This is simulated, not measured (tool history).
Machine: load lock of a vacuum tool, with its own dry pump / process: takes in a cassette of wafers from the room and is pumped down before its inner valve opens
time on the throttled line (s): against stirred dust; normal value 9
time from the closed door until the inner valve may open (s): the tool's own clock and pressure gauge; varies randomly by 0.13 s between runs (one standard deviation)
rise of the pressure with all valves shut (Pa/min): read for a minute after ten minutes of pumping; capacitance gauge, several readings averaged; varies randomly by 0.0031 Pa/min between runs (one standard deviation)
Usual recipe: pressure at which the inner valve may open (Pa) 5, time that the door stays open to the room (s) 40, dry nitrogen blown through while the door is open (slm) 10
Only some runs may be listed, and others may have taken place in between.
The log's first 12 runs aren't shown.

run     hour  time on the throttled line (s)  pressure at which the inner valve may open (Pa)  time that the door stays open to the room (s)  dry nitrogen blown through while the door is open (slm)  incoming humidity of the room's air, %  time from the closed door until the inner valve may open (s)  rise of the pressure with all valves shut (Pa/min)
 13   3938.2                               9                                                5                                             40                                                       25                                    44.3                                                          22.1                                               0.197
 14   4248.1                               9                                                5                                             40                                                       10                                    48.3                                                            22                                               0.232
 15   4695.2                               9                                                5                                             40                                                       10                                    40.7                                                            22                                                0.23
 16   4933.5                               9                                                5                                             40                                                       10                                    45.5                                                          22.1                                               0.242
 17   5241.4                               9                                                5                                             37                                                       10                                    43.8                                                          22.2                                                0.24
 18   5438.2                               9                                                5                                             37                                                       10                                      46                                                          22.2                                               0.262
 19   5688.5                               9                                                5                                             40                                                       40                                    46.9                                                          22.3                                               0.237
 20   5910.8                               5                                                4                                             40                                                       10                                    42.2                                                          20.1                                               0.268
      6322.5  -- dry pump taken out, an overhauled one fitted
 21   6381.6                               7                                                7                                            102                                                       27                                    46.6                                                          17.9                                               0.304
      6445.2  -- door's seal changed, seat wiped
 22   6717.5                               7                                                5                                             31                                                       27                                    44.5                                                          18.5                                               0.044
 23   6916.1                              17                                                5                                             70                                                        5                                    47.5                                                          26.1                                               0.121
 24   7130.5                               9                                                4                                             59                                                       16                                    44.4                                                          20.3                                               0.079
 25   7500.1                               9                                                4                                             59                                                       16                                    45.2                                                          20.7                                               0.083
 26   7922.3                               9                                                9                                            110                                                       10                                    44.8                                                          19.6                                               0.137
 27   8364.5                               9                                                5                                            135                                                       10                                    45.8                                                          20.4                                               0.156
 28   8793.5                               9                                                5                                             71                                                       42                                    41.6                                                          20.5                                                0.07
 29   9080.3                               9                                                5                                             66                                                        5                                    46.4                                                          20.6                                               0.131
 30   9461.3                               9                                                5                                             66                                                       35                                    45.5                                                          20.5                                               0.083
 31   9772.4                               9                                                6                                            113                                                       10                                    41.9                                                          20.4                                               0.149
 32  10206.1                               7                                                5                                             67                                                       12                                    44.8                                                          19.2                                               0.125
 33  10565.6                               9                                                6                                             40                                                       27                                    43.8                                                          20.8                                               0.083
 34  10765.7                               9                                               10                                             46                                                       10                                    42.8                                                          19.9                                               0.116
 35  11183.3                               9                                               10                                             46                                                       10                                    41.4                                                          19.9                                               0.115
 36    11422                              13                                                5                                             61                                                       19                                    44.2                                                          24.2                                               0.122
 37  11826.8                               5                                                9                                            235                                                        8                                    44.9                                                          17.5                                               0.273

3 options for the next run, each taken on its own from the tool as it stands now. Forecast them:
  A  12156.5                               5                                                6                                             63                                                        4                                    47.1                                                             ?                                                   ?
  B  12156.5                               9                                                9                                             49                                                        4                                      44                                                             ?                                                   ?
  C  12156.5                              15                                                7                                            235                                                       19                                    41.7                                                             ?                                                   ?

run  time from the closed door until the inner valve may open (s)  rise of the pressure with all valves shut (Pa/min)
  A                                                          18.4                                               0.177
  B                                                          20.7                                               0.156
  C                                                            25                                               0.216
Take away the tool's hidden state, keep each run's random variation, and the runs would have read:
run  time from the closed door until the inner valve may open (s)  rise of the pressure with all valves shut (Pa/min)
  A                                                          16.9                                               0.113
  B                                                          19.3                                               0.091
  C                                                          23.8                                                0.15

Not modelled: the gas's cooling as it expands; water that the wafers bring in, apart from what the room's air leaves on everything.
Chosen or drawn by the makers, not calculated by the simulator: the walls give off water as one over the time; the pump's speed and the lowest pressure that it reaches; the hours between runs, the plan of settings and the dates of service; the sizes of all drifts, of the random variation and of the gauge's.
